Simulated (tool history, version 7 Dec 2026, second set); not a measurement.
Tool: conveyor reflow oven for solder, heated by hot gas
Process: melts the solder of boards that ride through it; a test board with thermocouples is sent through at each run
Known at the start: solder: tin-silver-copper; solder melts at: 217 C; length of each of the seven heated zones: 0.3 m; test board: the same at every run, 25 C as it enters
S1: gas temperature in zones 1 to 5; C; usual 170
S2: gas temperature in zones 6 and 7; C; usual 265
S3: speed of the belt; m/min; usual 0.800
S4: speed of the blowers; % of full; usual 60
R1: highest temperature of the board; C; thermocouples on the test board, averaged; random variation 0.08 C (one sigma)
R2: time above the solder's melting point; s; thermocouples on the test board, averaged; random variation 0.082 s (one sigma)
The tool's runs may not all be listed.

run,hour,S1,S2,S3,S4,R1,R2
1,0.0,170,265,0.800,60,242.03,26.51
2,4.9,170,265,0.800,60,242.08,26.44
3,10.6,170,265,0.800,67,244.84,28.60
4,16.4,170,265,0.800,67,244.65,28.56
5,23.0,170,265,0.800,67,244.85,28.54
6,32.3,170,263,0.800,67,243.21,27.63
7,37.0,170,263,0.800,67,243.16,27.84
8,41.5,170,265,0.640,60,250.04,40.09
9,46.9,170,269,0.800,60,245.34,28.33
10,51.9,170,265,0.800,60,242.07,26.58
11,59.0,169,265,0.800,60,241.88,26.23
12,66.4,170,265,0.800,60,242.23,26.50
13,72.3,170,265,0.800,73,246.67,29.93
14,79.0,170,265,0.800,60,242.16,26.42
15,87.8,170,265,0.800,54,239.29,24.28
16,94.1,176,271,0.800,54,245.74,29.52
17,98.3,176,271,0.800,54,245.80,29.46
18,105.1,173,271,0.800,60,247.70,30.30
19,112.0,173,271,0.800,60,247.77,30.28
20,119.7,163,268,0.906,60,236.90,18.41
21,129.4,185,280,0.766,60,259.70,40.20
22,139.2,185,280,0.766,60,259.67,40.11
23,144.3,177,280,0.766,60,257.74,37.64
24,149.3,177,280,0.766,60,257.76,37.47
25,154.3,173,265,0.800,50,237.96,23.57
26,160.3,173,277,0.800,59,252.06,32.41
27,169.9,170,278,0.800,76,258.63,35.17
28,178.7,170,278,0.800,76,258.52,35.21
29,183.5,170,265,0.785,61,242.96,27.84
30,188.2,170,265,0.785,85,250.24,32.90

Forecast each of these 5 alternatives for the next run:
A,192.8,163,259,0.800,60,?,?
B,192.8,170,265,0.800,61,?,?
C,192.8,170,265,0.771,51,?,?
D,192.8,170,265,0.800,53,?,?
E,192.8,170,272,0.800,60,?,?

run,R1,R2
A,235.35,20.55
B,242.33,26.64
C,239.26,25.13
D,238.72,23.73
E,247.59,29.55
Without the tool's hidden state the same runs would have given:
run,R1,R2
A,236.45,21.54
B,243.42,27.41
C,240.07,25.79
D,239.65,24.47
E,248.72,30.20
